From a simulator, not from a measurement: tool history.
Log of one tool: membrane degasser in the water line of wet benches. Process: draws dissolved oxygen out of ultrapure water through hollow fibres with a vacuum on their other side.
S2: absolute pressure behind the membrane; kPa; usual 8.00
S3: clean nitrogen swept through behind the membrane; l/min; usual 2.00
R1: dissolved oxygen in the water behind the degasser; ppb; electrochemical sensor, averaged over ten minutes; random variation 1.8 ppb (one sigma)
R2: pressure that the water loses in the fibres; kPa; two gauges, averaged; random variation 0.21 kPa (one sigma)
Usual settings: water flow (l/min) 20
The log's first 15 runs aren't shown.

{"run": 16, "day": 77.675, "water flow (l/min)": 20, "S2": 8.0, "S3": 1.19, "R1": 259.5, "R2": 48.18}
{"run": 17, "day": 81.342, "water flow (l/min)": 20, "S2": 8.0, "S3": 1.19, "R1": 261.3, "R2": 47.73}
{"run": 18, "day": 85.592, "water flow (l/min)": 20, "S2": 8.0, "S3": 1.19, "R1": 261.2, "R2": 47.65}
{"run": 19, "day": 89.854, "water flow (l/min)": 21, "S2": 8.0, "S3": 4.84, "R1": 133.4, "R2": 50.31}
{"run": 20, "day": 94.088, "water flow (l/min)": 18, "S2": 9.44, "S3": 3.91, "R1": 133.9, "R2": 43.11}
{"day": 100.65, "done": "seals of the vacuum lines changed"}
{"run": 21, "day": 101.042, "water flow (l/min)": 20, "S2": 9.5, "S3": 1.79, "R1": 237.5, "R2": 47.8}
{"run": 22, "day": 107.55, "water flow (l/min)": 13, "S2": 7.28, "S3": 1.07, "R1": 156.8, "R2": 30.97}
{"run": 23, "day": 111.3, "water flow (l/min)": 30, "S2": 7.28, "S3": 1.07, "R1": 382.1, "R2": 71.99}
{"run": 24, "day": 114.688, "water flow (l/min)": 25, "S2": 16.1, "S3": 5.91, "R1": 236.0, "R2": 60.18}
{"run": 25, "day": 120.421, "water flow (l/min)": 25, "S2": 16.1, "S3": 5.91, "R1": 234.1, "R2": 60.15}
{"run": 26, "day": 125.6, "water flow (l/min)": 25, "S2": 7.68, "S3": 1.49, "R1": 276.9, "R2": 60.46}
{"run": 27, "day": 130.712, "water flow (l/min)": 16, "S2": 4.9, "S3": 1.34, "R1": 106.8, "R2": 38.58}
{"run": 28, "day": 137.408, "water flow (l/min)": 16, "S2": 4.9, "S3": 1.34, "R1": 104.4, "R2": 38.52}
{"day": 142.812, "done": "vacuum gauge calibrated"}
{"run": 29, "day": 142.962, "water flow (l/min)": 16, "S2": 16.55, "S3": 1.34, "R1": 404.5, "R2": 38.17}
{"run": 30, "day": 148.542, "water flow (l/min)": 16, "S2": 16.55, "S3": 1.34, "R1": 410.3, "R2": 38.64}
{"run": 31, "day": 152.346, "water flow (l/min)": 16, "S2": 19.84, "S3": 1.99, "R1": 357.4, "R2": 38.18}
{"run": 32, "day": 159.125, "water flow (l/min)": 20, "S2": 6.16, "S3": 1.99, "R1": 144.8, "R2": 48.24}

4 ways to go on from here, each from the tool as it stands after run 32. What would each give?
{"run": "A", "day": 162.729, "water flow (l/min)": 13, "S2": 5.31, "S3": 4.55, "R1": "?", "R2": "?"}
{"run": "B", "day": 162.729, "water flow (l/min)": 20, "S2": 8.0, "S3": 4.27, "R1": "?", "R2": "?"}
{"run": "C", "day": 162.729, "water flow (l/min)": 27, "S2": 6.16, "S3": 1.99, "R1": "?", "R2": "?"}
{"run": "D", "day": 162.729, "water flow (l/min)": 12, "S2": 9.32, "S3": 1.99, "R1": "?", "R2": "?"}

run=A R1=51.5 R2=31.37
run=B R1=129.2 R2=48.31
run=C R1=209.5 R2=64.90
run=D R1=118.5 R2=28.79
Without the tool's hidden state the same runs would have given:
run=A R1=47.8 R2=30.80
run=B R1=122.4 R2=47.44
run=C R1=199.6 R2=63.73
run=D R1=114.4 R2=28.27
